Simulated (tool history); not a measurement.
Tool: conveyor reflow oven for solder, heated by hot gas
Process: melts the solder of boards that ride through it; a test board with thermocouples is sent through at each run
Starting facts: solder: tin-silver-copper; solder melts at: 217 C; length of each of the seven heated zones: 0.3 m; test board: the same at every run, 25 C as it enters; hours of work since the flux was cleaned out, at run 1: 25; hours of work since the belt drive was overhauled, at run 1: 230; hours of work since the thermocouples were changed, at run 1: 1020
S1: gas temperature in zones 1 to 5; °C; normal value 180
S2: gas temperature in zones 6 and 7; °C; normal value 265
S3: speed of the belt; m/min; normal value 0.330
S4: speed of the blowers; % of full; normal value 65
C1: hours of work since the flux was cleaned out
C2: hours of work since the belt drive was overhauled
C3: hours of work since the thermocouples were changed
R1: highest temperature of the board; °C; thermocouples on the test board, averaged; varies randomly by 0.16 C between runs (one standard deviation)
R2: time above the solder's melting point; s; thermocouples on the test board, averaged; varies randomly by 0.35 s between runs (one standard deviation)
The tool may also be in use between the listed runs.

{"run": 1, "hour": 0.0, "S1": 180, "S2": 265, "S3": 0.33, "S4": 65, "C1": 25, "C2": 230, "C3": 1020, "R1": 256.0, "R2": 91.0}
{"run": 2, "hour": 66.4, "S1": 173, "S2": 265, "S3": 0.33, "S4": 65, "C1": 64, "C2": 268, "C3": 1058, "R1": 254.9, "R2": 86.6}
{"run": 3, "hour": 115.8, "S1": 180, "S2": 265, "S3": 0.33, "S4": 65, "C1": 93, "C2": 297, "C3": 1087, "R1": 256.0, "R2": 90.5}
{"run": 4, "hour": 180.3, "S1": 180, "S2": 265, "S3": 0.33, "S4": 65, "C1": 130, "C2": 334, "C3": 1124, "R1": 255.9, "R2": 90.6}
{"run": 5, "hour": 226.4, "S1": 180, "S2": 265, "S3": 0.33, "S4": 65, "C1": 157, "C2": 361, "C3": 1151, "R1": 256.1, "R2": 91.2}
{"run": 6, "hour": 275.6, "S1": 186, "S2": 265, "S3": 0.33, "S4": 65, "C1": 185, "C2": 390, "C3": 1179, "R1": 257.0, "R2": 95.2}
{"hour": 306.3, "done": "thermocouples of zones 6 and 7 changed"}
{"hour": 343.6, "done": "flux residue cleaned out of gas plates and filters"}
{"run": 7, "hour": 343.7, "S1": 177, "S2": 265, "S3": 0.33, "S4": 65, "C1": 0, "C2": 425, "C3": 19, "R1": 254.2, "R2": 87.3}
{"run": 8, "hour": 407.6, "S1": 177, "S2": 265, "S3": 0.33, "S4": 65, "C1": 37, "C2": 462, "C3": 56, "R1": 254.3, "R2": 88.1}
{"run": 9, "hour": 467.9, "S1": 180, "S2": 266, "S3": 0.33, "S4": 65, "C1": 72, "C2": 497, "C3": 91, "R1": 255.7, "R2": 90.7}
{"run": 10, "hour": 523.3, "S1": 180, "S2": 266, "S3": 0.33, "S4": 65, "C1": 104, "C2": 529, "C3": 123, "R1": 255.4, "R2": 91.5}
{"run": 11, "hour": 571.5, "S1": 180, "S2": 266, "S3": 0.33, "S4": 65, "C1": 132, "C2": 557, "C3": 151, "R1": 255.7, "R2": 90.7}
{"run": 12, "hour": 636.7, "S1": 180, "S2": 266, "S3": 0.33, "S4": 65, "C1": 170, "C2": 595, "C3": 189, "R1": 255.4, "R2": 90.6}
{"run": 13, "hour": 682.4, "S1": 180, "S2": 265, "S3": 0.33, "S4": 55, "C1": 197, "C2": 622, "C3": 215, "R1": 253.2, "R2": 88.2}
{"hour": 726.0, "done": "flux residue cleaned out of gas plates and filters"}
{"run": 14, "hour": 764.6, "S1": 180, "S2": 265, "S3": 0.335, "S4": 65, "C1": 22, "C2": 666, "C3": 260, "R1": 254.5, "R2": 89.4}
{"run": 15, "hour": 829.9, "S1": 186, "S2": 265, "S3": 0.335, "S4": 65, "C1": 60, "C2": 704, "C3": 298, "R1": 255.5, "R2": 92.8}
{"run": 16, "hour": 861.2, "S1": 186, "S2": 258, "S3": 0.335, "S4": 69, "C1": 78, "C2": 722, "C3": 316, "R1": 249.3, "R2": 88.7}
{"run": 17, "hour": 928.9, "S1": 194, "S2": 276, "S3": 0.276, "S4": 89, "C1": 118, "C2": 762, "C3": 355, "R1": 271.8, "R2": 131.4}
{"run": 18, "hour": 984.7, "S1": 194, "S2": 262, "S3": 0.288, "S4": 89, "C1": 150, "C2": 794, "C3": 388, "R1": 258.0, "R2": 118.5}
{"run": 19, "hour": 1033.4, "S1": 180, "S2": 265, "S3": 0.33, "S4": 90, "C1": 178, "C2": 822, "C3": 416, "R1": 257.7, "R2": 94.7}
{"run": 20, "hour": 1086.0, "S1": 168, "S2": 265, "S3": 0.33, "S4": 90, "C1": 209, "C2": 853, "C3": 446, "R1": 256.3, "R2": 87.2}
{"hour": 1110.9, "done": "flux residue cleaned out of gas plates and filters"}
{"run": 21, "hour": 1127.5, "S1": 180, "S2": 265, "S3": 0.332, "S4": 63, "C1": 10, "C2": 874, "C3": 468, "R1": 255.2, "R2": 91.2}
{"run": 22, "hour": 1195.2, "S1": 180, "S2": 261, "S3": 0.268, "S4": 65, "C1": 49, "C2": 913, "C3": 507, "R1": 255.8, "R2": 116.0}
{"run": 23, "hour": 1256.9, "S1": 180, "S2": 265, "S3": 0.36, "S4": 83, "C1": 85, "C2": 949, "C3": 543, "R1": 255.3, "R2": 84.3}
{"hour": 1288.5, "done": "belt drive overhauled, speed set with a stopwatch"}
{"run": 24, "hour": 1337.1, "S1": 180, "S2": 265, "S3": 0.36, "S4": 83, "C1": 129, "C2": 28, "C3": 587, "R1": 255.1, "R2": 82.0}
{"run": 25, "hour": 1392.5, "S1": 180, "S2": 265, "S3": 0.36, "S4": 83, "C1": 161, "C2": 60, "C3": 619, "R1": 255.1, "R2": 81.3}
{"run": 26, "hour": 1454.8, "S1": 180, "S2": 265, "S3": 0.36, "S4": 83, "C1": 197, "C2": 96, "C3": 655, "R1": 255.1, "R2": 81.9}
{"hour": 1499.4, "done": "flux residue cleaned out of gas plates and filters"}
{"run": 27, "hour": 1505.1, "S1": 180, "S2": 265, "S3": 0.36, "S4": 83, "C1": 3, "C2": 123, "C3": 681, "R1": 255.2, "R2": 82.4}
{"run": 28, "hour": 1578.1, "S1": 180, "S2": 265, "S3": 0.311, "S4": 65, "C1": 46, "C2": 165, "C3": 724, "R1": 256.5, "R2": 97.3}
{"run": 29, "hour": 1640.4, "S1": 170, "S2": 257, "S3": 0.33, "S4": 65, "C1": 82, "C2": 201, "C3": 760, "R1": 246.5, "R2": 77.6}

3 options for the next run, each taken on its own from the tool as it stands now. Forecast them:
{"run": "A", "hour": 1702.2, "S1": 180, "S2": 261, "S3": 0.269, "S4": 90, "C1": 118, "C2": 237, "C3": 796, "R1": "?", "R2": "?"}
{"run": "B", "hour": 1702.2, "S1": 178, "S2": 279, "S3": 0.365, "S4": 65, "C1": 118, "C2": 237, "C3": 796, "R1": "?", "R2": "?"}
{"run": "C", "hour": 1702.2, "S1": 170, "S2": 256, "S3": 0.33, "S4": 86, "C1": 118, "C2": 237, "C3": 796, "R1": "?", "R2": "?"}

run=A R1=257.2 R2=116.2
run=B R1=264.7 R2=86.2
run=C R1=248.1 R2=80.3
With the hidden condition removed and each run's random variation left untouched, the same runs would have given:
run=A R1=256.4 R2=115.1
run=B R1=264.0 R2=85.3
run=C R1=247.4 R2=79.4

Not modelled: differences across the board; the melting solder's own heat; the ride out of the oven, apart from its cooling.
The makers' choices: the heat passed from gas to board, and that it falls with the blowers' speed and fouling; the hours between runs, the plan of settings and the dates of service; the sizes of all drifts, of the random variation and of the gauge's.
